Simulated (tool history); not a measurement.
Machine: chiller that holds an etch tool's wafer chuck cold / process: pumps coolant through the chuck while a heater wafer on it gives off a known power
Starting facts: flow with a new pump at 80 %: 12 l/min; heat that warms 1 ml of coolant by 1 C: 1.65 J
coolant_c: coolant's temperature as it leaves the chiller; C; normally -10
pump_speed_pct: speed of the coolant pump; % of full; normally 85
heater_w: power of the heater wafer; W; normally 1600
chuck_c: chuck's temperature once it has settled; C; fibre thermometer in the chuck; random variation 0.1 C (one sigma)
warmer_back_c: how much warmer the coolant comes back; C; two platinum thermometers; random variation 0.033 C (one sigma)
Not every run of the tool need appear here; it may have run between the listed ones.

Run 1, hour 0: usual settings. Result: chuck_c 0.8 C, warmer_back_c 4.79 C.
Run 2, hour 129.8: usual settings but coolant_c -19 C. Result: chuck_c -8.2 C, warmer_back_c 4.8 C.
Run 3, hour 247.8: usual settings but coolant_c -19 C. Result: chuck_c -8.2 C, warmer_back_c 4.82 C.
Run 4, hour 345.9: usual settings but coolant_c -19 C. Result: chuck_c -8.1 C, warmer_back_c 4.84 C.
Run 5, hour 444.4: usual settings. Result: chuck_c 0.7 C, warmer_back_c 4.83 C.
Run 6, hour 569.4: usual settings but heater_w 1118 W. Result: chuck_c -2.6 C, warmer_back_c 3.41 C.
Run 7, hour 647: usual settings but heater_w 1118 W. Result: chuck_c -2.6 C, warmer_back_c 3.42 C.
Run 8, hour 703.2: usual settings but heater_w 1696 W. Result: chuck_c 1.5 C, warmer_back_c 5.17 C.
Run 9, hour 768.6: usual settings but heater_w 1696 W. Result: chuck_c 1.4 C, warmer_back_c 5.19 C.
Run 10, hour 862.5: usual settings. Result: chuck_c 0.9 C, warmer_back_c 4.82 C.
Run 11, hour 964.2: usual settings. Result: chuck_c 0.8 C, warmer_back_c 4.91 C.
Run 12, hour 1051.7: usual settings. Result: chuck_c 0.8 C, warmer_back_c 4.97 C.
At hour 1106.2: coolant changed, channels flushed.
Run 13, hour 1173.4: usual settings. Result: chuck_c 0.4 C, warmer_back_c 4.97 C.
Run 14, hour 1270: usual settings but heater_w 860 W. Result: chuck_c -4.8 C, warmer_back_c 2.65 C.
Run 15, hour 1377.9: usual settings but coolant_c -8 C, heater_w 860 W. Result: chuck_c -2.6 C, warmer_back_c 2.68 C.
Run 16, hour 1475.2: usual settings but pump_speed_pct 64 % of full. Result: chuck_c 2.5 C, warmer_back_c 6.68 C.
Run 17, hour 1583.9: usual settings but pump_speed_pct 64 % of full. Result: chuck_c 2.5 C, warmer_back_c 6.74 C.
Run 18, hour 1685.1: usual settings but pump_speed_pct 64 % of full. Result: chuck_c 2.6 C, warmer_back_c 6.83 C.
Run 19, hour 1796: usual settings but coolant_c -6 C, pump_speed_pct 94 % of full, heater_w 2254 W. Result: chuck_c 8 C, warmer_back_c 6.38 C.
Run 20, hour 1890.4: usual settings but coolant_c -3 C, pump_speed_pct 75 % of full, heater_w 867 W. Result: chuck_c 2.7 C, warmer_back_c 3.1 C.
At hour 1951.3: chiller's thermometer calibrated.
Run 21, hour 2007.7: usual settings but coolant_c -3 C, pump_speed_pct 75 % of full, heater_w 867 W. Result: chuck_c 3.5 C, warmer_back_c 3.13 C.
Run 22, hour 2129.6: usual settings but coolant_c -2 C, pump_speed_pct 66 % of full, heater_w 1539 W. Result: chuck_c 10.9 C, warmer_back_c 6.39 C.
At hour 2166.5: coolant pump overhauled.
Run 23, hour 2230.6: usual settings but coolant_c -18 C, pump_speed_pct 94 % of full, heater_w 1539 W. Result: chuck_c -8.6 C, warmer_back_c 3.94 C.
Run 24, hour 2304.2: usual settings but coolant_c -18 C, pump_speed_pct 94 % of full, heater_w 1539 W. Result: chuck_c -8.5 C, warmer_back_c 3.97 C.
Run 25, hour 2360.4: usual settings but coolant_c -18 C, pump_speed_pct 94 % of full, heater_w 1539 W. Result: chuck_c -8.4 C, warmer_back_c 4 C.
Run 26, hour 2431: usual settings but coolant_c -18 C, pump_speed_pct 94 % of full, heater_w 1072 W. Result: chuck_c -11.4 C, warmer_back_c 2.83 C.
Run 27, hour 2543.5: usual settings but coolant_c -12 C, pump_speed_pct 66 % of full, heater_w 2047 W. Result: chuck_c 4 C, warmer_back_c 7.75 C.
Run 28, hour 2647.3: usual settings but coolant_c -12 C, pump_speed_pct 70 % of full, heater_w 2047 W. Result: chuck_c 3.5 C, warmer_back_c 7.24 C.
Run 29, hour 2775.9: usual settings but coolant_c -12 C, pump_speed_pct 82 % of full, heater_w 2047 W. Result: chuck_c 2 C, warmer_back_c 6.2 C.
Run 30, hour 2885.9: usual settings but coolant_c -14 C, pump_speed_pct 61 % of full, heater_w 1815 W. Result: chuck_c 1 C, warmer_back_c 7.51 C.
Run 31, hour 3000.6: usual settings but heater_w 833 W. Result: chuck_c -4.5 C, warmer_back_c 2.47 C.
Run 32, hour 3081.7: usual settings but coolant_c -5 C, pump_speed_pct 61 % of full, heater_w 1890 W. Result: chuck_c 10.8 C, warmer_back_c 7.85 C.

Below are 3 alternative next runs, each starting from the tool's condition after run 32. Predict each:
Run A, hour 3145.9: usual settings but coolant_c -4 C, pump_speed_pct 93 % of full, heater_w 1766 W. Result: chuck_c ?, warmer_back_c ?.
Run B, hour 3145.9: usual settings but coolant_c -9 C, pump_speed_pct 71 % of full, heater_w 1493 W. Result: chuck_c ?, warmer_back_c ?.
Run C, hour 3145.9: usual settings but coolant_c -11 C, pump_speed_pct 67 % of full, heater_w 1687 W. Result: chuck_c ?, warmer_back_c ?.

run  chuck_c  warmer_back_c
  A      7.2           4.73
  B      2.1           5.31
  C      2.3           6.47
What these runs would have given with no unlogged condition in the tool:
run  chuck_c  warmer_back_c
  A      6.7           4.56
  B      1.6           5.11
  C      1.7           6.23

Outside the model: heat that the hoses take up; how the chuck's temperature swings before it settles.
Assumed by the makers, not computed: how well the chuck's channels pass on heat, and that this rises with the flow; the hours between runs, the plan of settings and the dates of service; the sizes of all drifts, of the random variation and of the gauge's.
